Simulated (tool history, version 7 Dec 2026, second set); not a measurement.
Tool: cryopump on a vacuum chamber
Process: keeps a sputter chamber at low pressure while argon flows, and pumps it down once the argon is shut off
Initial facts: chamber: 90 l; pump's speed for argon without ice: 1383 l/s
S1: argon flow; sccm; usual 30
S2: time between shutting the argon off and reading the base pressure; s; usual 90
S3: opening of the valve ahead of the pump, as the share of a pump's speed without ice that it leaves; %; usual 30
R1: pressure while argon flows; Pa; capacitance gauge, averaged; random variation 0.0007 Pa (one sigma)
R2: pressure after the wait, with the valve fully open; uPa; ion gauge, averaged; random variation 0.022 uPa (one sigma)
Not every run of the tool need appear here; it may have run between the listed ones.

Run 1, hour 0: usual settings. Result: R1 0.1293 Pa, R2 1.4 uPa.
Run 2, hour 14.9: usual settings but S2 72 s. Result: R1 0.1298 Pa, R2 1.53 uPa.
Run 3, hour 30.5: usual settings but S3 17 %. Result: R1 0.2211 Pa, R2 1.44 uPa.
Run 4, hour 38.5: usual settings but S3 17 %. Result: R1 0.2239 Pa, R2 1.47 uPa.
Run 5, hour 48.6: usual settings but S3 15 %. Result: R1 0.2519 Pa, R2 1.41 uPa.
Run 6, hour 61.5: usual settings but S3 15 %. Result: R1 0.2522 Pa, R2 1.4 uPa.
Run 7, hour 76: usual settings but S3 38 %. Result: R1 0.1025 Pa, R2 1.41 uPa.
Run 8, hour 86.1: usual settings but S3 38 %. Result: R1 0.1039 Pa, R2 1.49 uPa.
Run 9, hour 95.1: usual settings but S3 38 %. Result: R1 0.1037 Pa, R2 1.45 uPa.
Run 10, hour 110.6: usual settings but S3 58 %. Result: R1 0.0698 Pa, R2 1.44 uPa.
Run 11, hour 126: usual settings but S3 58 %. Result: R1 0.0708 Pa, R2 1.47 uPa.
Run 12, hour 137.7: usual settings but S2 75 s. Result: R1 0.1289 Pa, R2 1.53 uPa.
Run 13, hour 145.8: usual settings but S2 75 s. Result: R1 0.1307 Pa, R2 1.54 uPa.
Run 14, hour 156.6: usual settings but S2 122 s. Result: R1 0.1291 Pa, R2 1.37 uPa.
Run 15, hour 170.2: usual settings but S2 122 s. Result: R1 0.1291 Pa, R2 1.37 uPa.
Run 16, hour 179.3: usual settings but S2 38 s. Result: R1 0.1296 Pa, R2 2.16 uPa.
Run 17, hour 193.1: usual settings but S2 38 s. Result: R1 0.1307 Pa, R2 2.09 uPa.
Run 18, hour 209.8: usual settings but S2 38 s. Result: R1 0.1308 Pa, R2 2.17 uPa.
Run 19, hour 219.9: usual settings but S1 22 sccm, S2 148 s. Result: R1 0.095 Pa, R2 1.34 uPa.
Run 20, hour 235.6: usual settings but S1 22 sccm, S2 148 s, S3 18 %. Result: R1 0.1546 Pa, R2 1.35 uPa.
Run 21, hour 244.1: usual settings but S1 22 sccm, S2 148 s, S3 18 %. Result: R1 0.1546 Pa, R2 1.31 uPa.
Run 22, hour 259.1: usual settings but S1 34 sccm, S2 24 s. Result: R1 0.1482 Pa, R2 2.82 uPa.
Run 23, hour 277.1: usual settings but S1 18 sccm, S3 19 %. Result: R1 0.1214 Pa, R2 1.48 uPa.
Run 24, hour 289.8: usual settings but S3 53 %. Result: R1 0.0788 Pa, R2 1.54 uPa.
Run 25, hour 306.8: usual settings but S1 17 sccm, S2 126 s, S3 23 %. Result: R1 0.0956 Pa, R2 1.41 uPa.
Run 26, hour 322.5: usual settings but S1 26 sccm. Result: R1 0.1142 Pa, R2 1.49 uPa.
Run 27, hour 339.2: usual settings but S1 26 sccm. Result: R1 0.1144 Pa, R2 1.58 uPa.
Run 28, hour 353.2: usual settings but S1 26 sccm. Result: R1 0.1139 Pa, R2 1.58 uPa.
Run 29, hour 371.3: usual settings but S1 26 sccm. Result: R1 0.1136 Pa, R2 1.59 uPa.
Run 30, hour 381.6: usual settings but S2 36 s, S3 16 %. Result: R1 0.2391 Pa, R2 2.23 uPa.
Run 31, hour 392.6: usual settings but S2 36 s, S3 16 %. Result: R1 0.2397 Pa, R2 2.3 uPa.
Run 32, hour 406: usual settings but S2 36 s, S3 19 %. Result: R1 0.2018 Pa, R2 2.33 uPa.
Run 33, hour 417.3: usual settings but S2 36 s, S3 19 %. Result: R1 0.2024 Pa, R2 2.36 uPa.
Run 34, hour 433.5: usual settings but S1 18 sccm, S2 63 s, S3 33 %. Result: R1 0.0737 Pa, R2 1.86 uPa.
Run 35, hour 442.8: usual settings but S1 17 sccm, S2 63 s, S3 40 %. Result: R1 0.0582 Pa, R2 1.83 uPa.

What if the next run were any one of these 3? Each begins from the tool's condition after run 35:
Run A, hour 456.3: usual settings but S1 18 sccm, S3 26 %. Result: R1 ?, R2 ?.
Run B, hour 456.3: usual settings but S1 14 sccm, S2 231 s. Result: R1 ?, R2 ?.
Run C, hour 456.3: usual settings but S2 63 s, S3 27 %. Result: R1 ?, R2 ?.

run      R1    R2
  A  0.0897  1.65
  B  0.0633  1.36
  C  0.1454  1.82
With the hidden condition removed and each run's random variation left untouched, the same runs would have given:
run      R1    R2
  A  0.0832  0.68
  B  0.0582  0.38
  C  0.1346  0.87
